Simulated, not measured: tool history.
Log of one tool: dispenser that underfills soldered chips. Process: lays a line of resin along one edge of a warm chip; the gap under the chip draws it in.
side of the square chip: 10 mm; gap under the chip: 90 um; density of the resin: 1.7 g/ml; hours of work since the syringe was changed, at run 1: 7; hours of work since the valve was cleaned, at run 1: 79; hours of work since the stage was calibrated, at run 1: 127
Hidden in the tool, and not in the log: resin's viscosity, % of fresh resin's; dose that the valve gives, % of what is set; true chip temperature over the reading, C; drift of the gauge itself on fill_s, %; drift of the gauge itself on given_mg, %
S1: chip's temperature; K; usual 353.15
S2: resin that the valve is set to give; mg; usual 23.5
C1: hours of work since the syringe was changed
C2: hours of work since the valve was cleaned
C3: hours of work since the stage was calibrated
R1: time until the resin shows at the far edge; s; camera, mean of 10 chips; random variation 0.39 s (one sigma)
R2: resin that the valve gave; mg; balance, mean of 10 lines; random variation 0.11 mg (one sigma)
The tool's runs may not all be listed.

Run 1, hour 0: usual settings; C1 7; C2 79; C3 127. Result: R1 37.6 s, R2 21.91 mg.
At hour 5.5: new syringe of resin.
Run 2, hour 7.9: usual settings; C1 2; C2 85; C3 133. Result: R1 28.7 s, R2 21.85 mg.
Run 3, hour 11.6: usual settings; C1 5; C2 88; C3 136. Result: R1 33.9 s, R2 21.94 mg.
At hour 20.4: new syringe of resin.
Run 4, hour 20.5: usual settings; C1 0; C2 94; C3 142. Result: R1 25.3 s, R2 21.88 mg.
Run 5, hour 25.8: usual settings but S1 340.15 K; C1 4; C2 99; C3 147. Result: R1 56.2 s, R2 21.85 mg.
At hour 31.7: dispensing valve cleaned and set on the balance.
Run 6, hour 35: usual settings but S1 340.15 K; C1 11; C2 3; C3 153. Result: R1 78.4 s, R2 23.64 mg.
At hour 36.1: new syringe of resin.
Run 7, hour 43.4: usual settings; C1 6; C2 9; C3 159. Result: R1 34.8 s, R2 23.51 mg.
Run 8, hour 49.6: usual settings but S2 20.3 mg; C1 11; C2 14; C3 164. Result: R1 45.5 s, R2 19.99 mg.
At hour 51.2: new syringe of resin.
Run 9, hour 54.2: usual settings but S2 20.3 mg; C1 2; C2 17; C3 168. Result: R1 29.4 s, R2 20.02 mg.
Run 10, hour 59.3: usual settings but S2 24.5 mg; C1 6; C2 21; C3 172. Result: R1 34.9 s, R2 24.31 mg.
Run 11, hour 64.3: usual settings but S2 29.6 mg; C1 10; C2 25; C3 176. Result: R1 42.4 s, R2 29.06 mg.
At hour 65.7: new syringe of resin.
Run 12, hour 71.6: usual settings but S1 367.15 K; C1 5; C2 31; C3 181. Result: R1 18.7 s, R2 22.96 mg.
Run 13, hour 76.3: usual settings; C1 8; C2 34; C3 185. Result: R1 38.8 s, R2 22.89 mg.
At hour 80.3: new syringe of resin.
Run 14, hour 83.8: usual settings; C1 3; C2 40; C3 190. Result: R1 28.4 s, R2 22.98 mg.
Run 15, hour 88.3: usual settings but S1 346.15 K; C1 6; C2 43; C3 194. Result: R1 46.9 s, R2 22.85 mg.
At hour 94.8: new syringe of resin.
Run 16, hour 97.1: usual settings but S1 346.15 K; C1 2; C2 50; C3 200. Result: R1 37 s, R2 22.77 mg.
Run 17, hour 101.3: usual settings but S1 346.15 K; C1 5; C2 53; C3 204. Result: R1 44.2 s, R2 22.72 mg.
Run 18, hour 107.2: usual settings but S1 346.15 K; C1 10; C2 58; C3 208. Result: R1 57.8 s, R2 22.48 mg.
At hour 109.8: new syringe of resin.
Run 19, hour 111.7: usual settings but S1 359.15 K, S2 25.8 mg; C1 2; C2 61; C3 212. Result: R1 21.3 s, R2 24.7 mg.
Run 20, hour 116.3: usual settings but S1 347.15 K, S2 25.4 mg; C1 5; C2 65; C3 215. Result: R1 43.1 s, R2 24.13 mg.
Run 21, hour 120.2: usual settings but S1 352.15 K, S2 30.3 mg; C1 8; C2 68; C3 218. Result: R1 40.3 s, R2 28.62 mg.
At hour 124.7: new syringe of resin.
Run 22, hour 126.1: usual settings but S1 367.15 K, S2 24.6 mg; C1 1; C2 72; C3 223. Result: R1 15.5 s, R2 23.44 mg.
Run 23, hour 134: usual settings but S1 343.15 K, S2 27.5 mg; C1 7; C2 78; C3 229. Result: R1 57.4 s, R2 25.97 mg.
Run 24, hour 138.7: usual settings but S1 350.15 K, S2 23.4 mg; C1 11; C2 82; C3 233. Result: R1 51.9 s, R2 21.93 mg.
At hour 139.4: new syringe of resin.
Run 25, hour 146.9: usual settings but S1 355.15 K, S2 25.1 mg; C1 6; C2 88; C3 239. Result: R1 32.3 s, R2 23.47 mg.
Run 26, hour 152.5: usual settings but S1 350.15 K, S2 29.4 mg; C1 10; C2 93; C3 243. Result: R1 48.9 s, R2 27.53 mg.
At hour 154: new syringe of resin.
Run 27, hour 160.1: usual settings but S1 350.15 K, S2 29.4 mg; C1 5; C2 99; C3 249. Result: R1 37 s, R2 27.44 mg.
At hour 166: dispensing valve cleaned and set on the balance.
Run 28, hour 167.1: usual settings but S1 350.15 K, S2 29.4 mg; C1 9; C2 1; C3 254. Result: R1 47.2 s, R2 29.25 mg.
At hour 169.9: new syringe of resin.
Run 29, hour 175.9: usual settings but S2 25.8 mg; C1 5; C2 8; C3 260. Result: R1 32 s, R2 25.83 mg.
Run 30, hour 180.6: usual settings but S1 354.15 K, S2 26.5 mg; C1 8; C2 11; C3 264. Result: R1 38.7 s, R2 26.27 mg.
At hour 184.7: new syringe of resin.
Run 31, hour 187.7: usual settings but S1 340.15 K, S2 29.1 mg; C1 2; C2 16; C3 269. Result: R1 48.9 s, R2 28.73 mg.
Run 32, hour 194.7: usual settings but S1 368.15 K, S2 29.3 mg; C1 8; C2 22; C3 275. Result: R1 20.5 s, R2 29.03 mg.
At hour 199.4: new syringe of resin.
Run 33, hour 202.3: usual settings but S1 350.15 K, S2 27.1 mg; C1 2; C2 28; C3 280. Result: R1 32 s, R2 26.46 mg.
Run 34, hour 209.4: usual settings but S2 25 mg; C1 8; C2 33; C3 286. Result: R1 39.3 s, R2 24.28 mg.
Run 35, hour 213.2: usual settings but S2 25 mg; C1 11; C2 36; C3 289. Result: R1 45.4 s, R2 24.37 mg.
At hour 214: new syringe of resin.
Run 36, hour 222.2: usual settings but S1 360.15 K, S2 20.6 mg; C1 6; C2 43; C3 296. Result: R1 27.8 s, R2 19.94 mg.

Hidden state or all else? Some run-to-run changes of R1, split into what the settings, what came in and random variation would give without the hidden state, and what is left for the hidden state (with any gauge scatter that isn't in both results):
Run 5 -> 6: dispensing valve cleaned and set on the balance. R1 +22.2 s: hidden state +22.7, all else -0.5.
Run 6 -> 7: S1 340.15 -> 353.15, new syringe of resin. R1 -43.6 s: hidden state -25.9, all else -17.7.
Run 18 -> 19: S1 346.15 -> 359.15, S2 23.5 -> 25.8, new syringe of resin. R1 -36.5 s: hidden state -22.3, all else -14.2.
Run 22 -> 23: S1 367.15 -> 343.15, S2 24.6 -> 27.5. R1 +41.9 s: hidden state +18.6, all else +23.3.

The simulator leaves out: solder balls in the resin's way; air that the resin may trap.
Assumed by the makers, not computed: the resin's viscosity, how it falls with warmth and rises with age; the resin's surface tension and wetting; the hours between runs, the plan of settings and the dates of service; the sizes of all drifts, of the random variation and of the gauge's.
